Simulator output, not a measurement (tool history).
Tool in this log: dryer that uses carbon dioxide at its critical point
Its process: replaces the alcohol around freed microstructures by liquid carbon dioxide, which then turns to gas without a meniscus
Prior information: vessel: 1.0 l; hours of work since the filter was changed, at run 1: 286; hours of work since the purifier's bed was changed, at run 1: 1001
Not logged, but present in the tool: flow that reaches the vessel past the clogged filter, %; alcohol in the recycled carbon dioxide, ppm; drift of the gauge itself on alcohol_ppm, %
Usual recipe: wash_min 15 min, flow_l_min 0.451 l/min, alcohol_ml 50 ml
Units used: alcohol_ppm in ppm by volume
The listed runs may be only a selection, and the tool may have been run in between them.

run    hour  wash_min  flow_l_min  alcohol_ml  hours of work since the filter was changed  hours of work since the purifier's bed was changed  alcohol_ppm
  1     0.0        15       0.451          50                                         286                                                1001          308
  2    28.7        21       0.451          50                                         305                                                1021          220
  3    72.4        15       0.451          50                                         334                                                1050          313
  4   109.3        15       0.451          50                                         359                                                1075          319
  5   144.1        15       0.451          50                                         382                                                1098          329
  6   177.0        15       0.451          50                                         404                                                1120          338
      188.9  -- purifier's bed changed
  7   217.8        15       0.451          66                                         430                                                  19          147
  8   265.2        15       0.528          50                                         461                                                  51           51
  9   309.0        15       0.528          50                                         491                                                  80           50
 10   330.1        15       0.528          50                                         505                                                  95           68
 11   373.1        15       0.528          50                                         534                                                 123           70
 12   422.9        15       0.528          50                                         567                                                 157           88
      463.2  -- inlet filter changed
 13   466.5        13       0.451          50                                           2                                                 185          203
 14   495.4        15       0.451          50                                          22                                                 205          125
 15   533.3        15       0.451          50                                          47                                                 230          129
 16   554.7        15       0.451          50                                          61                                                 245          126
 17   601.8        15       0.451          50                                          93                                                 276          136
 18   639.3        15       0.451          50                                         118                                                 301          144
 19   688.2        24       0.451          50                                         151                                                 334           81
 20   717.4        15       0.544          50                                         170                                                 354           93
 21   756.4        15       0.451          68                                         197                                                 380          195
 22   801.0        15       0.410          50                                         226                                                 410          242
 23   823.0        15       0.451          25                                         241                                                 424          137
 24   851.4        15       0.451          25                                         260                                                 443          145
 25   874.7        15       0.728          25                                         276                                                 459          105
 26   898.2        10       0.728          25                                         292                                                 475          130
 27   925.2        17       0.728          25                                         310                                                 493          101
 28   960.8        17       0.728          25                                         334                                                 517          107
 29  1008.1        11       0.451          50                                         365                                                 548          653
 30  1033.6        12       0.451         108                                         382                                                 566          876
 31  1059.7        10       0.315          81                                         400                                                 583         4691
 32  1098.6        10       0.315          81                                         426                                                 609         4701
 33  1129.6        22       0.553          28                                         447                                                 630          138
 34  1178.7        22       0.279          28                                         480                                                 663          243
 35  1229.2        17       0.612          58                                         513                                                 697          155
 36  1273.9        17       0.612          58                                         543                                                 727          160
 37  1310.3        17       0.612          58                                         568                                                 751          162
     1351.3  -- inlet filter changed
 38  1363.0        17       0.273          58                                           8                                                 786          773
 39  1384.1        17       0.273          58                                          22                                                 800          772
 40  1435.4        10       0.447          83                                          56                                                 834         1309
 41  1471.9        22       0.440          84                                          81                                                 859          184
 42  1515.8        23       0.404          21                                         110                                                 888          185
 43  1556.0        23       0.404          21                                         137                                                 915          183
 44  1582.1        23       0.404          21                                         155                                                 933          186
 45  1605.2        13       0.451          51                                         170                                                 948          395
 46  1654.5         9       0.451          52                                         203                                                 981         1333
 47  1682.1        15       0.451          39                                         222                                                1000          281

Below, some changes in alcohol_ppm between adjacent runs. For each, the amount present without the hidden state too (settings, incoming material, random variation) and the amount remaining for the hidden state with gauge scatter not shared by both compared results:
Run 6 -> 7: alcohol_ml 50 -> 66, purifier's bed changed. alcohol_ppm -191 ppm by volume: hidden state -211, all else +20.
Run 30 -> 31: wash_min 12 -> 10, flow_l_min 0.451 -> 0.315, alcohol_ml 108 -> 81. alcohol_ppm +3815 ppm by volume: hidden state +700, all else +3115.
Run 32 -> 33: wash_min 10 -> 22, flow_l_min 0.315 -> 0.553, alcohol_ml 81 -> 28. alcohol_ppm -4563 ppm by volume: hidden state -982, all else -3581.
Run 40 -> 41: wash_min 10 -> 22, flow_l_min 0.447 -> 0.440, alcohol_ml 83 -> 84. alcohol_ppm -1125 ppm by volume: hidden state -64, all else -1061.
